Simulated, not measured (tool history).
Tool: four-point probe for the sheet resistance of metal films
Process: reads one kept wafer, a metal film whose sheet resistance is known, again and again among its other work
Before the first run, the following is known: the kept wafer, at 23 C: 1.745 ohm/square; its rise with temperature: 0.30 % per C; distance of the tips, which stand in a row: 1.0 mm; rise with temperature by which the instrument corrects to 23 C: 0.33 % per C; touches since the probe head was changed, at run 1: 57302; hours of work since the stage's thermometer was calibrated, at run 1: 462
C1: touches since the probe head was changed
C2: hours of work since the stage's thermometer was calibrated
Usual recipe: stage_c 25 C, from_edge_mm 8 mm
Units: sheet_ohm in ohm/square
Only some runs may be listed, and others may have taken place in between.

{"run": 1, "hour": 0.0, "stage_c": 25, "from_edge_mm": 8, "C1": 57302, "C2": 462, "sheet_ohm": 1.737432}
{"run": 2, "hour": 27.6, "stage_c": 25, "from_edge_mm": 8, "C1": 58535, "C2": 480, "sheet_ohm": 1.736749}
{"run": 3, "hour": 48.0, "stage_c": 25, "from_edge_mm": 8, "C1": 59444, "C2": 493, "sheet_ohm": 1.736879}
{"run": 4, "hour": 62.6, "stage_c": 25, "from_edge_mm": 10, "C1": 60100, "C2": 503, "sheet_ohm": 1.73125}
{"run": 5, "hour": 79.5, "stage_c": 19, "from_edge_mm": 8, "C1": 60855, "C2": 514, "sheet_ohm": 1.738724}
{"run": 6, "hour": 92.7, "stage_c": 23, "from_edge_mm": 8, "C1": 61442, "C2": 522, "sheet_ohm": 1.73626}
{"run": 7, "hour": 117.7, "stage_c": 23, "from_edge_mm": 13, "C1": 62560, "C2": 538, "sheet_ohm": 1.727465}
{"run": 8, "hour": 147.1, "stage_c": 23, "from_edge_mm": 13, "C1": 63871, "C2": 558, "sheet_ohm": 1.726315}
{"run": 9, "hour": 172.0, "stage_c": 25, "from_edge_mm": 8, "C1": 64984, "C2": 574, "sheet_ohm": 1.734535}
{"run": 10, "hour": 184.8, "stage_c": 25, "from_edge_mm": 8, "C1": 65557, "C2": 582, "sheet_ohm": 1.734495}
{"run": 11, "hour": 207.4, "stage_c": 25, "from_edge_mm": 8, "C1": 66565, "C2": 597, "sheet_ohm": 1.734142}
{"run": 12, "hour": 230.0, "stage_c": 25, "from_edge_mm": 8, "C1": 67574, "C2": 612, "sheet_ohm": 1.733975}
{"run": 13, "hour": 259.8, "stage_c": 25, "from_edge_mm": 68, "C1": 68904, "C2": 631, "sheet_ohm": 1.718581}
{"run": 14, "hour": 279.5, "stage_c": 25, "from_edge_mm": 68, "C1": 69786, "C2": 644, "sheet_ohm": 1.718515}
{"hour": 288.8, "done": "new probe head fitted"}
{"run": 15, "hour": 294.0, "stage_c": 25, "from_edge_mm": 67, "C1": 232, "C2": 653, "sheet_ohm": 1.738975}
{"run": 16, "hour": 314.9, "stage_c": 24, "from_edge_mm": 8, "C1": 1169, "C2": 666, "sheet_ohm": 1.753901}
{"run": 17, "hour": 330.1, "stage_c": 24, "from_edge_mm": 8, "C1": 1844, "C2": 676, "sheet_ohm": 1.753135}
{"run": 18, "hour": 355.3, "stage_c": 32, "from_edge_mm": 8, "C1": 2973, "C2": 693, "sheet_ohm": 1.749176}
{"run": 19, "hour": 384.5, "stage_c": 21, "from_edge_mm": 8, "C1": 4275, "C2": 711, "sheet_ohm": 1.754024}
{"run": 20, "hour": 410.6, "stage_c": 21, "from_edge_mm": 17, "C1": 5441, "C2": 729, "sheet_ohm": 1.741527}
{"run": 21, "hour": 424.8, "stage_c": 21, "from_edge_mm": 17, "C1": 6076, "C2": 738, "sheet_ohm": 1.742061}
{"run": 22, "hour": 447.2, "stage_c": 25, "from_edge_mm": 18, "C1": 7074, "C2": 752, "sheet_ohm": 1.738927}
{"run": 23, "hour": 464.9, "stage_c": 25, "from_edge_mm": 18, "C1": 7865, "C2": 764, "sheet_ohm": 1.739007}
{"run": 24, "hour": 479.8, "stage_c": 32, "from_edge_mm": 18, "C1": 8531, "C2": 774, "sheet_ohm": 1.735673}
{"run": 25, "hour": 510.1, "stage_c": 35, "from_edge_mm": 14, "C1": 9886, "C2": 793, "sheet_ohm": 1.736166}
{"run": 26, "hour": 532.4, "stage_c": 35, "from_edge_mm": 14, "C1": 10880, "C2": 808, "sheet_ohm": 1.735544}
{"run": 27, "hour": 554.6, "stage_c": 29, "from_edge_mm": 34, "C1": 11872, "C2": 822, "sheet_ohm": 1.73395}
{"run": 28, "hour": 574.2, "stage_c": 23, "from_edge_mm": 5, "C1": 12745, "C2": 835, "sheet_ohm": 1.771603}
{"run": 29, "hour": 587.8, "stage_c": 23, "from_edge_mm": 5, "C1": 13354, "C2": 844, "sheet_ohm": 1.772177}
{"run": 30, "hour": 610.4, "stage_c": 20, "from_edge_mm": 4, "C1": 14362, "C2": 859, "sheet_ohm": 1.792888}
{"run": 31, "hour": 632.9, "stage_c": 31, "from_edge_mm": 15, "C1": 15366, "C2": 873, "sheet_ohm": 1.735385}
{"run": 32, "hour": 652.4, "stage_c": 20, "from_edge_mm": 15, "C1": 16239, "C2": 886, "sheet_ohm": 1.73971}
{"run": 33, "hour": 677.4, "stage_c": 18, "from_edge_mm": 5, "C1": 17356, "C2": 902, "sheet_ohm": 1.772827}
{"run": 34, "hour": 702.8, "stage_c": 18, "from_edge_mm": 5, "C1": 18489, "C2": 919, "sheet_ohm": 1.772723}
{"run": 35, "hour": 730.9, "stage_c": 18, "from_edge_mm": 5, "C1": 19745, "C2": 937, "sheet_ohm": 1.771801}
{"run": 36, "hour": 760.1, "stage_c": 18, "from_edge_mm": 5, "C1": 21049, "C2": 956, "sheet_ohm": 1.7714}
{"run": 37, "hour": 790.0, "stage_c": 22, "from_edge_mm": 24, "C1": 22384, "C2": 976, "sheet_ohm": 1.734332}
{"run": 38, "hour": 804.7, "stage_c": 25, "from_edge_mm": 29, "C1": 23042, "C2": 985, "sheet_ohm": 1.73154}
{"run": 39, "hour": 831.4, "stage_c": 32, "from_edge_mm": 69, "C1": 24234, "C2": 1003, "sheet_ohm": 1.727282}
{"run": 40, "hour": 857.4, "stage_c": 23, "from_edge_mm": 7, "C1": 25393, "C2": 1019, "sheet_ohm": 1.750385}
{"run": 41, "hour": 881.0, "stage_c": 20, "from_edge_mm": 5, "C1": 26449, "C2": 1035, "sheet_ohm": 1.76875}
{"run": 42, "hour": 894.3, "stage_c": 31, "from_edge_mm": 5, "C1": 27042, "C2": 1044, "sheet_ohm": 1.763381}
{"run": 43, "hour": 923.5, "stage_c": 29, "from_edge_mm": 15, "C1": 28344, "C2": 1062, "sheet_ohm": 1.731243}
{"run": 44, "hour": 938.7, "stage_c": 25, "from_edge_mm": 8, "C1": 29023, "C2": 1072, "sheet_ohm": 1.743121}
{"run": 45, "hour": 965.3, "stage_c": 24, "from_edge_mm": 9, "C1": 30211, "C2": 1090, "sheet_ohm": 1.740626}

Forecast each of these 3 alternatives for the next run:
{"run": "A", "hour": 993.3, "stage_c": 21, "from_edge_mm": 8, "C1": 31464, "C2": 1108, "sheet_ohm": "?"}
{"run": "B", "hour": 993.3, "stage_c": 25, "from_edge_mm": 31, "C1": 31464, "C2": 1108, "sheet_ohm": "?"}
{"run": "C", "hour": 993.3, "stage_c": 19, "from_edge_mm": 8, "C1": 31464, "C2": 1108, "sheet_ohm": "?"}

run=A sheet_ohm=1.743803
run=B sheet_ohm=1.728896
run=C sheet_ohm=1.745494
With no hidden state in the tool, these same runs would have given:
run=A sheet_ohm=1.759990
run=B sheet_ohm=1.744940
run=C sheet_ohm=1.761704
